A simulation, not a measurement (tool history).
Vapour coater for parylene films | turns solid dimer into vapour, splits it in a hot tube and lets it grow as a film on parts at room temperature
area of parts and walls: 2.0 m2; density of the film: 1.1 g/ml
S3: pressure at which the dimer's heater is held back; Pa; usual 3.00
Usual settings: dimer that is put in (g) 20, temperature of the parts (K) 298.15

{"run": 1, "hour": 0.0, "dimer that is put in (g)": 20, "temperature of the parts (K)": 298.15, "S3": 3.0, "thickness of the film (nm)": 5470}
{"run": 2, "hour": 13.4, "dimer that is put in (g)": 20, "temperature of the parts (K)": 298.15, "S3": 3.0, "thickness of the film (nm)": 5480}
{"run": 3, "hour": 21.3, "dimer that is put in (g)": 20, "temperature of the parts (K)": 298.15, "S3": 3.0, "thickness of the film (nm)": 5550}
{"run": 4, "hour": 37.7, "dimer that is put in (g)": 20, "temperature of the parts (K)": 298.15, "S3": 3.0, "thickness of the film (nm)": 5430}
{"run": 5, "hour": 47.5, "dimer that is put in (g)": 20, "temperature of the parts (K)": 295.15, "S3": 3.0, "thickness of the film (nm)": 5880}
{"run": 6, "hour": 64.3, "dimer that is put in (g)": 9, "temperature of the parts (K)": 298.15, "S3": 3.0, "thickness of the film (nm)": 2430}
{"run": 7, "hour": 78.2, "dimer that is put in (g)": 9, "temperature of the parts (K)": 293.15, "S3": 3.0, "thickness of the film (nm)": 2740}
{"run": 8, "hour": 89.2, "dimer that is put in (g)": 9, "temperature of the parts (K)": 293.15, "S3": 3.0, "thickness of the film (nm)": 2740}
{"run": 9, "hour": 108.0, "dimer that is put in (g)": 20, "temperature of the parts (K)": 298.15, "S3": 3.0, "thickness of the film (nm)": 5240}
{"run": 10, "hour": 123.4, "dimer that is put in (g)": 20, "temperature of the parts (K)": 298.15, "S3": 3.0, "thickness of the film (nm)": 5100}
{"hour": 142.4, "done": "trap's valve overhauled"}
{"run": 11, "hour": 144.6, "dimer that is put in (g)": 20, "temperature of the parts (K)": 298.15, "S3": 3.0, "thickness of the film (nm)": 5960}
{"run": 12, "hour": 162.0, "dimer that is put in (g)": 20, "temperature of the parts (K)": 298.15, "S3": 3.0, "thickness of the film (nm)": 5870}
{"run": 13, "hour": 180.1, "dimer that is put in (g)": 20, "temperature of the parts (K)": 298.15, "S3": 3.0, "thickness of the film (nm)": 5820}
{"run": 14, "hour": 196.7, "dimer that is put in (g)": 20, "temperature of the parts (K)": 298.15, "S3": 3.0, "thickness of the film (nm)": 5870}
{"run": 15, "hour": 211.5, "dimer that is put in (g)": 20, "temperature of the parts (K)": 298.15, "S3": 3.0, "thickness of the film (nm)": 5740}
{"run": 16, "hour": 221.0, "dimer that is put in (g)": 20, "temperature of the parts (K)": 298.15, "S3": 3.0, "thickness of the film (nm)": 5690}
{"run": 17, "hour": 232.2, "dimer that is put in (g)": 20, "temperature of the parts (K)": 298.15, "S3": 3.0, "thickness of the film (nm)": 5680}
{"run": 18, "hour": 242.7, "dimer that is put in (g)": 20, "temperature of the parts (K)": 298.15, "S3": 3.0, "thickness of the film (nm)": 5670}
{"run": 19, "hour": 252.5, "dimer that is put in (g)": 20, "temperature of the parts (K)": 298.15, "S3": 2.81, "thickness of the film (nm)": 5510}
{"run": 20, "hour": 263.7, "dimer that is put in (g)": 12, "temperature of the parts (K)": 298.15, "S3": 3.0, "thickness of the film (nm)": 3370}
{"run": 21, "hour": 275.3, "dimer that is put in (g)": 12, "temperature of the parts (K)": 298.15, "S3": 3.0, "thickness of the film (nm)": 3250}
{"run": 22, "hour": 283.5, "dimer that is put in (g)": 20, "temperature of the parts (K)": 298.15, "S3": 3.0, "thickness of the film (nm)": 5390}
{"run": 23, "hour": 292.9, "dimer that is put in (g)": 20, "temperature of the parts (K)": 298.15, "S3": 3.0, "thickness of the film (nm)": 5450}
{"run": 24, "hour": 311.8, "dimer that is put in (g)": 20, "temperature of the parts (K)": 298.15, "S3": 3.0, "thickness of the film (nm)": 5350}
{"run": 25, "hour": 324.2, "dimer that is put in (g)": 20, "temperature of the parts (K)": 298.15, "S3": 3.0, "thickness of the film (nm)": 5320}
{"run": 26, "hour": 334.1, "dimer that is put in (g)": 20, "temperature of the parts (K)": 298.15, "S3": 3.0, "thickness of the film (nm)": 5360}
{"run": 27, "hour": 352.4, "dimer that is put in (g)": 20, "temperature of the parts (K)": 298.15, "S3": 3.0, "thickness of the film (nm)": 5270}
{"run": 28, "hour": 364.1, "dimer that is put in (g)": 20, "temperature of the parts (K)": 298.15, "S3": 3.0, "thickness of the film (nm)": 5160}
{"run": 29, "hour": 379.5, "dimer that is put in (g)": 15, "temperature of the parts (K)": 304.15, "S3": 3.0, "thickness of the film (nm)": 3250}
{"hour": 390.6, "done": "trap's valve overhauled"}
{"run": 30, "hour": 400.0, "dimer that is put in (g)": 8, "temperature of the parts (K)": 304.15, "S3": 2.17, "thickness of the film (nm)": 2060}
{"run": 31, "hour": 412.4, "dimer that is put in (g)": 16, "temperature of the parts (K)": 304.15, "S3": 2.17, "thickness of the film (nm)": 3990}
{"run": 32, "hour": 428.3, "dimer that is put in (g)": 16, "temperature of the parts (K)": 304.15, "S3": 2.17, "thickness of the film (nm)": 4080}
{"run": 33, "hour": 445.6, "dimer that is put in (g)": 16, "temperature of the parts (K)": 304.15, "S3": 2.17, "thickness of the film (nm)": 3920}
{"run": 34, "hour": 464.0, "dimer that is put in (g)": 21, "temperature of the parts (K)": 304.15, "S3": 2.17, "thickness of the film (nm)": 5110}
{"run": 35, "hour": 478.3, "dimer that is put in (g)": 21, "temperature of the parts (K)": 291.15, "S3": 2.17, "thickness of the film (nm)": 7420}
{"run": 36, "hour": 491.5, "dimer that is put in (g)": 9, "temperature of the parts (K)": 298.15, "S3": 3.0, "thickness of the film (nm)": 2520}
{"run": 37, "hour": 508.2, "dimer that is put in (g)": 11, "temperature of the parts (K)": 295.15, "S3": 3.14, "thickness of the film (nm)": 3250}
{"run": 38, "hour": 519.3, "dimer that is put in (g)": 11, "temperature of the parts (K)": 295.15, "S3": 3.14, "thickness of the film (nm)": 3230}
{"run": 39, "hour": 530.3, "dimer that is put in (g)": 11, "temperature of the parts (K)": 295.15, "S3": 3.14, "thickness of the film (nm)": 3270}
{"run": 40, "hour": 539.1, "dimer that is put in (g)": 19, "temperature of the parts (K)": 291.15, "S3": 3.14, "thickness of the film (nm)": 6240}
{"run": 41, "hour": 553.7, "dimer that is put in (g)": 28, "temperature of the parts (K)": 290.15, "S3": 4.33, "thickness of the film (nm)": 9150}
{"run": 42, "hour": 569.6, "dimer that is put in (g)": 28, "temperature of the parts (K)": 290.15, "S3": 4.33, "thickness of the film (nm)": 9190}
{"run": 43, "hour": 578.1, "dimer that is put in (g)": 28, "temperature of the parts (K)": 290.15, "S3": 4.33, "thickness of the film (nm)": 9110}
{"run": 44, "hour": 586.7, "dimer that is put in (g)": 28, "temperature of the parts (K)": 290.15, "S3": 2.43, "thickness of the film (nm)": 9460}
{"run": 45, "hour": 599.2, "dimer that is put in (g)": 28, "temperature of the parts (K)": 290.15, "S3": 2.43, "thickness of the film (nm)": 9200}
{"run": 46, "hour": 608.6, "dimer that is put in (g)": 28, "temperature of the parts (K)": 290.15, "S3": 2.43, "thickness of the film (nm)": 9080}
{"run": 47, "hour": 618.8, "dimer that is put in (g)": 12, "temperature of the parts (K)": 292.15, "S3": 7.64, "thickness of the film (nm)": 3480}
{"hour": 637.8, "done": "trap's valve overhauled"}
{"run": 48, "hour": 637.8, "dimer that is put in (g)": 20, "temperature of the parts (K)": 305.15, "S3": 2.64, "thickness of the film (nm)": 4790}

3 ways to go on from here, each from the tool as it stands after run 48. What would each give?
{"run": "A", "hour": 647.2, "dimer that is put in (g)": 25, "temperature of the parts (K)": 298.15, "S3": 6.39, "thickness of the film (nm)": "?"}
{"run": "B", "hour": 647.2, "dimer that is put in (g)": 20, "temperature of the parts (K)": 305.15, "S3": 6.29, "thickness of the film (nm)": "?"}
{"run": "C", "hour": 647.2, "dimer that is put in (g)": 30, "temperature of the parts (K)": 306.15, "S3": 2.05, "thickness of the film (nm)": "?"}

run=A thickness_of_the_film_(nm)=7080
run=B thickness_of_the_film_(nm)=4670
run=C thickness_of_the_film_(nm)=7180
Without the tool's hidden state the same runs would have given:
run=A thickness_of_the_film_(nm)=7290
run=B thickness_of_the_film_(nm)=4810
run=C thickness_of_the_film_(nm)=7390
